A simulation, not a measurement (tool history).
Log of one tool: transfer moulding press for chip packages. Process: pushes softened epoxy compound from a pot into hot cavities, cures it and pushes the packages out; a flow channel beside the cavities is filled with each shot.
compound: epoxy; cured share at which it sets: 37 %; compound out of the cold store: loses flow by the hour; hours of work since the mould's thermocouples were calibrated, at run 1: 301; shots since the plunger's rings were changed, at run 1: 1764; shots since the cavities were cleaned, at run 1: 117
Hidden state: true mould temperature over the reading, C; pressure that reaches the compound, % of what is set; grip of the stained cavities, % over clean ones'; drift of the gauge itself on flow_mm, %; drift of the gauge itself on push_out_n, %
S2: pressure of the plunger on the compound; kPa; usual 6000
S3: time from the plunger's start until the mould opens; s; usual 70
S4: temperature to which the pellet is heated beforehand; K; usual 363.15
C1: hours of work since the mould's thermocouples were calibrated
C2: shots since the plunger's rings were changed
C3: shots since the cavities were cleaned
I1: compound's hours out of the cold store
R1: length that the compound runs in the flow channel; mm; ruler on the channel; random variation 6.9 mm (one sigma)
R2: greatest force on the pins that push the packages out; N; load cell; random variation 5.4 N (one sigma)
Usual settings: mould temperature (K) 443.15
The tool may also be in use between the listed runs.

run 1 hour=0.0 | mould_temperature_(K)=443.15 S2=6000 S3=70 S4=363.15 | C1=301 C2=1764 C3=117 | I1=29.1 | R1=774 R2=216
run 2 hour=4.7 | mould_temperature_(K)=443.15 S2=6000 S3=70 S4=363.15 | C1=304 C2=1840 C3=193 | I1=45.7 | R1=717 R2=221
run 3 hour=10.0 | mould_temperature_(K)=443.15 S2=6000 S3=91 S4=363.15 | C1=308 C2=1926 C3=279 | I1=44.2 | R1=720 R2=219
run 4 hour=17.6 | mould_temperature_(K)=443.15 S2=6000 S3=70 S4=368.15 | C1=314 C2=2049 C3=402 | I1=14.3 | R1=805 R2=267
-- hour=26.2 cavities cleaned with cleaning compound and waxed
run 5 hour=28.7 | mould_temperature_(K)=443.15 S2=6000 S3=70 S4=368.15 | C1=321 C2=2206 C3=41 | I1=36.3 | R1=748 R2=308
run 6 hour=37.1 | mould_temperature_(K)=443.15 S2=6000 S3=70 S4=368.15 | C1=327 C2=2342 C3=177 | I1=17.2 | R1=813 R2=318
run 7 hour=44.9 | mould_temperature_(K)=443.15 S2=6000 S3=70 S4=368.15 | C1=332 C2=2467 C3=302 | I1=11.6 | R1=807 R2=310
run 8 hour=52.7 | mould_temperature_(K)=443.15 S2=6000 S3=70 S4=368.15 | C1=338 C2=2595 C3=430 | I1=38.7 | R1=738 R2=287
-- hour=59.0 cavities cleaned with cleaning compound and waxed
run 9 hour=59.1 | mould_temperature_(K)=443.15 S2=6000 S3=70 S4=368.15 | C1=341 C2=2675 C3=2 | I1=30.1 | R1=758 R2=192
run 10 hour=66.7 | mould_temperature_(K)=443.15 S2=6000 S3=70 S4=372.15 | C1=347 C2=2798 C3=125 | I1=25.1 | R1=775 R2=230
-- hour=72.2 cavities cleaned with cleaning compound and waxed, once more
run 11 hour=75.8 | mould_temperature_(K)=443.15 S2=6000 S3=70 S4=363.15 | C1=352 C2=2921 C3=59 | I1=23.0 | R1=775 R2=216
run 12 hour=80.1 | mould_temperature_(K)=443.15 S2=6000 S3=70 S4=363.15 | C1=355 C2=2991 C3=129 | I1=31.3 | R1=756 R2=221
run 13 hour=87.0 | mould_temperature_(K)=443.15 S2=6000 S3=70 S4=363.15 | C1=360 C2=3103 C3=241 | I1=20.0 | R1=799 R2=242
run 14 hour=94.8 | mould_temperature_(K)=443.15 S2=6000 S3=70 S4=363.15 | C1=366 C2=3228 C3=366 | I1=9.2 | R1=828 R2=265
run 15 hour=101.0 | mould_temperature_(K)=443.15 S2=6000 S3=70 S4=363.15 | C1=370 C2=3330 C3=468 | I1=39.0 | R1=721 R2=257
-- hour=105.7 cavities cleaned with cleaning compound and waxed
run 16 hour=108.2 | mould_temperature_(K)=443.15 S2=6000 S3=70 S4=367.15 | C1=374 C2=3422 C3=41 | I1=45.2 | R1=702 R2=209
run 17 hour=118.3 | mould_temperature_(K)=443.15 S2=6000 S3=70 S4=358.15 | C1=381 C2=3585 C3=204 | I1=16.3 | R1=790 R2=232
run 18 hour=128.1 | mould_temperature_(K)=443.15 S2=6000 S3=70 S4=358.15 | C1=388 C2=3745 C3=364 | I1=21.2 | R1=775 R2=260
-- hour=138.6 cavities cleaned with cleaning compound and waxed
run 19 hour=140.0 | mould_temperature_(K)=438.15 S2=4680 S3=70 S4=360.15 | C1=396 C2=3913 C3=22 | I1=26.8 | R1=680 R2=256
run 20 hour=145.8 | mould_temperature_(K)=438.15 S2=4680 S3=70 S4=360.15 | C1=400 C2=4007 C3=116 | I1=32.3 | R1=655 R2=262
run 21 hour=155.8 | mould_temperature_(K)=438.15 S2=4680 S3=70 S4=360.15 | C1=407 C2=4169 C3=278 | I1=46.3 | R1=619 R2=298
run 22 hour=160.3 | mould_temperature_(K)=446.15 S2=6880 S3=70 S4=363.15 | C1=410 C2=4243 C3=352 | I1=26.2 | R1=804 R2=241
run 23 hour=165.5 | mould_temperature_(K)=440.15 S2=6880 S3=70 S4=363.15 | C1=414 C2=4328 C3=437 | I1=9.9 | R1=876 R2=324
-- hour=171.5 cavities cleaned with cleaning compound and waxed
run 24 hour=177.0 | mould_temperature_(K)=440.15 S2=6880 S3=70 S4=367.15 | C1=421 C2=4490 C3=90 | I1=35.2 | R1=771 R2=232
run 25 hour=184.6 | mould_temperature_(K)=440.15 S2=4740 S3=54 S4=367.15 | C1=427 C2=4613 C3=213 | I1=27.7 | R1=671 R2=470
run 26 hour=192.5 | mould_temperature_(K)=440.15 S2=4740 S3=54 S4=367.15 | C1=432 C2=4740 C3=340 | I1=39.7 | R1=630 R2=476
run 27 hour=196.8 | mould_temperature_(K)=444.15 S2=7150 S3=68 S4=371.15 | C1=435 C2=4810 C3=410 | I1=17.5 | R1=850 R2=257
-- hour=204.7 cavities cleaned with cleaning compound and waxed
run 28 hour=206.4 | mould_temperature_(K)=444.15 S2=7150 S3=68 S4=371.15 | C1=441 C2=4943 C3=29 | I1=17.7 | R1=844 R2=194
run 29 hour=211.1 | mould_temperature_(K)=443.15 S2=6000 S3=70 S4=363.15 | C1=445 C2=5018 C3=104 | I1=12.2 | R1=798 R2=236

Hidden state or all else? Some run-to-run changes of R1, split into what the settings, what came in and random variation would give without the hidden state, and what is left for the hidden state (with any gauge scatter that isn't in both results):
Run 21 -> 22: mould temperature (K) 438.15 -> 446.15, S2 4680 -> 6880, S4 360.15 -> 363.15. R1 +185 mm: hidden state -11, all else +196.
Run 26 -> 27: mould temperature (K) 440.15 -> 444.15, S2 4740 -> 7150, S3 54 -> 68, S4 367.15 -> 371.15. R1 +220 mm: hidden state -16, all else +236.
